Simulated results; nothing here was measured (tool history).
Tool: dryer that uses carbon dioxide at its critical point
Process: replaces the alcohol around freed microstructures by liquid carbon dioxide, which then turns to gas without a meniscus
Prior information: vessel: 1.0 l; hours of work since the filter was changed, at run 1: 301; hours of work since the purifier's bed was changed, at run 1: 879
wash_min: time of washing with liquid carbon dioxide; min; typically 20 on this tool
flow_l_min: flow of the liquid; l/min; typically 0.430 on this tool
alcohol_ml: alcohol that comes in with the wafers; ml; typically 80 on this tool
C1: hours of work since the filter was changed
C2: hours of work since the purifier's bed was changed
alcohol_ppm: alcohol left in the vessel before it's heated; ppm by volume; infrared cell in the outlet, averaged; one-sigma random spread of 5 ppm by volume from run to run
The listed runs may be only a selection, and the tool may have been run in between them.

{"run": 1, "hour": 0.0, "wash_min": 20, "flow_l_min": 0.43, "alcohol_ml": 80, "C1": 301, "C2": 879, "alcohol_ppm": 117}
{"run": 2, "hour": 26.6, "wash_min": 20, "flow_l_min": 0.43, "alcohol_ml": 80, "C1": 316, "C2": 894, "alcohol_ppm": 123}
{"run": 3, "hour": 59.6, "wash_min": 20, "flow_l_min": 0.43, "alcohol_ml": 40, "C1": 334, "C2": 913, "alcohol_ppm": 99}
{"run": 4, "hour": 77.4, "wash_min": 20, "flow_l_min": 0.43, "alcohol_ml": 66, "C1": 344, "C2": 923, "alcohol_ppm": 113}
{"run": 5, "hour": 116.0, "wash_min": 20, "flow_l_min": 0.43, "alcohol_ml": 66, "C1": 366, "C2": 944, "alcohol_ppm": 122}
{"run": 6, "hour": 145.1, "wash_min": 20, "flow_l_min": 0.43, "alcohol_ml": 27, "C1": 382, "C2": 961, "alcohol_ppm": 99}
{"run": 7, "hour": 174.8, "wash_min": 20, "flow_l_min": 0.43, "alcohol_ml": 27, "C1": 399, "C2": 977, "alcohol_ppm": 115}
{"run": 8, "hour": 197.6, "wash_min": 20, "flow_l_min": 0.611, "alcohol_ml": 80, "C1": 412, "C2": 990, "alcohol_ppm": 91}
{"run": 9, "hour": 213.6, "wash_min": 20, "flow_l_min": 0.611, "alcohol_ml": 80, "C1": 421, "C2": 999, "alcohol_ppm": 91}
{"run": 10, "hour": 232.5, "wash_min": 20, "flow_l_min": 0.43, "alcohol_ml": 84, "C1": 431, "C2": 1010, "alcohol_ppm": 137}
{"run": 11, "hour": 266.0, "wash_min": 20, "flow_l_min": 0.43, "alcohol_ml": 84, "C1": 450, "C2": 1029, "alcohol_ppm": 151}
{"run": 12, "hour": 296.6, "wash_min": 20, "flow_l_min": 0.43, "alcohol_ml": 84, "C1": 467, "C2": 1046, "alcohol_ppm": 140}
{"run": 13, "hour": 329.4, "wash_min": 20, "flow_l_min": 0.43, "alcohol_ml": 84, "C1": 486, "C2": 1064, "alcohol_ppm": 141}
{"run": 14, "hour": 356.9, "wash_min": 20, "flow_l_min": 0.488, "alcohol_ml": 83, "C1": 501, "C2": 1080, "alcohol_ppm": 122}
{"run": 15, "hour": 386.8, "wash_min": 15, "flow_l_min": 0.506, "alcohol_ml": 22, "C1": 518, "C2": 1096, "alcohol_ppm": 135}
{"run": 16, "hour": 424.1, "wash_min": 15, "flow_l_min": 0.506, "alcohol_ml": 22, "C1": 539, "C2": 1117, "alcohol_ppm": 134}
{"run": 17, "hour": 462.3, "wash_min": 20, "flow_l_min": 0.301, "alcohol_ml": 54, "C1": 560, "C2": 1139, "alcohol_ppm": 424}
{"run": 18, "hour": 487.2, "wash_min": 14, "flow_l_min": 0.292, "alcohol_ml": 80, "C1": 574, "C2": 1153, "alcohol_ppm": 2515}
{"run": 19, "hour": 510.8, "wash_min": 12, "flow_l_min": 0.649, "alcohol_ml": 80, "C1": 588, "C2": 1166, "alcohol_ppm": 241}
{"hour": 514.6, "done": "inlet filter changed"}
{"run": 20, "hour": 540.1, "wash_min": 15, "flow_l_min": 0.339, "alcohol_ml": 69, "C1": 14, "C2": 1182, "alcohol_ppm": 631}
{"run": 21, "hour": 557.1, "wash_min": 15, "flow_l_min": 0.339, "alcohol_ml": 69, "C1": 24, "C2": 1191, "alcohol_ppm": 635}
{"run": 22, "hour": 576.5, "wash_min": 26, "flow_l_min": 0.43, "alcohol_ml": 80, "C1": 35, "C2": 1202, "alcohol_ppm": 108}
{"hour": 584.5, "done": "purifier's bed changed"}
{"run": 23, "hour": 603.7, "wash_min": 26, "flow_l_min": 0.43, "alcohol_ml": 80, "C1": 48, "C2": 11, "alcohol_ppm": 7}
{"run": 24, "hour": 625.3, "wash_min": 15, "flow_l_min": 0.43, "alcohol_ml": 34, "C1": 61, "C2": 23, "alcohol_ppm": 87}

Each row is a separate what-if for the run after 24, all from the same tool condition, not one after another. Results?
{"run": "A", "hour": 650.6, "wash_min": 20, "flow_l_min": 0.43, "alcohol_ml": 55, "C1": 75, "C2": 37, "alcohol_ppm": "?"}
{"run": "B", "hour": 650.6, "wash_min": 21, "flow_l_min": 0.43, "alcohol_ml": 119, "C1": 75, "C2": 37, "alcohol_ppm": "?"}
{"run": "C", "hour": 650.6, "wash_min": 30, "flow_l_min": 0.43, "alcohol_ml": 33, "C1": 75, "C2": 37, "alcohol_ppm": "?"}
{"run": "D", "hour": 650.6, "wash_min": 20, "flow_l_min": 0.43, "alcohol_ml": 67, "C1": 75, "C2": 37, "alcohol_ppm": "?"}

run=A alcohol_ppm=29
run=B alcohol_ppm=33
run=C alcohol_ppm=11
run=D alcohol_ppm=34
With no hidden state in the tool, these same runs would have given:
run=A alcohol_ppm=23
run=B alcohol_ppm=26
run=C alcohol_ppm=7
run=D alcohol_ppm=28

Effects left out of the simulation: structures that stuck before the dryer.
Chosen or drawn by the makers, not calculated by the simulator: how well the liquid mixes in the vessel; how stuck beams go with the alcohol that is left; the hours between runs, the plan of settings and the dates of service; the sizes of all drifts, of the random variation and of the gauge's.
